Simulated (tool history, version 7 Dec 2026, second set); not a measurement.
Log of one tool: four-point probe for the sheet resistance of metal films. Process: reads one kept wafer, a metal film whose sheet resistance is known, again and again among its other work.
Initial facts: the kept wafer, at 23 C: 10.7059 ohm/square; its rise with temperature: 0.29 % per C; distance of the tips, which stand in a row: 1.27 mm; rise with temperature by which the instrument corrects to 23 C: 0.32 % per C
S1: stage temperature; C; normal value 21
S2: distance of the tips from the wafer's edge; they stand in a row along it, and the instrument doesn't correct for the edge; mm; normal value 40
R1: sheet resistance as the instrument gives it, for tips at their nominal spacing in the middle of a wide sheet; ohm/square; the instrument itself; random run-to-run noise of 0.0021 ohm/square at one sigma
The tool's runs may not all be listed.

| run | day | S1 | S2 | R1 |
|---|---|---|---|---|
| 1 | 0 | 21 | 40 | 10.755629 |
| 2 | 0.442 | 21 | 40 | 10.758644 |
| 3 | 0.762 | 21 | 40 | 10.759331 |
| 4 | 1.479 | 30 | 40 | 10.738844 |
| 5 | 2.108 | 20 | 40 | 10.760354 |
| 6 | 2.779 | 21 | 7 | 10.940441 |
| 7 | 3.15 | 21 | 40 | 10.758925 |
| 8 | 3.838 | 19 | 40 | 10.764743 |
| 9 | 4.588 | 20 | 40 | 10.762152 |
| 10 | 5.304 | 20 | 15 | 10.800425 |
| 11 | 5.962 | 20 | 15 | 10.800634 |
| 12 | 6.558 | 20 | 5 | 11.121961 |
| 13 | 7.217 | 30 | 63 | 10.739073 |
| 14 | 7.583 | 30 | 42 | 10.74124 |
|  | 7.658 | stage's thermometer calibrated |
| 15 | 7.946 | 30 | 4 | 11.285747 |
| 16 | 8.333 | 30 | 4 | 11.28822 |
|  | 8.796 | stage's thermometer calibrated, once more |
| 17 | 9.038 | 19 | 67 | 10.775749 |
| 18 | 9.717 | 19 | 67 | 10.774464 |
| 19 | 10.062 | 19 | 67 | 10.776053 |
| 20 | 10.538 | 23 | 48 | 10.76669 |
| 21 | 11.288 | 21 | 5 | 11.126168 |
| 22 | 11.821 | 21 | 13 | 10.825304 |

What if the next run were any one of these 4? Each begins from the tool's condition after run 22:
| A | 12.183 | 21 | 6 | ? |
| B | 12.183 | 28 | 8 | ? |
| C | 12.183 | 21 | 31 | ? |
| D | 12.183 | 27 | 75 | ? |

| run | R1 |
|---|---|
| A | 11.02349 |
| B | 10.895485 |
| C | 10.781802 |
| D | 10.755022 |
Stripped of hidden state, with their random variation kept, the same runs would have yielded:
| run | R1 |
|---|---|
| A | 10.963732 |
| B | 10.836407 |
| C | 10.723251 |
| D | 10.696642 |
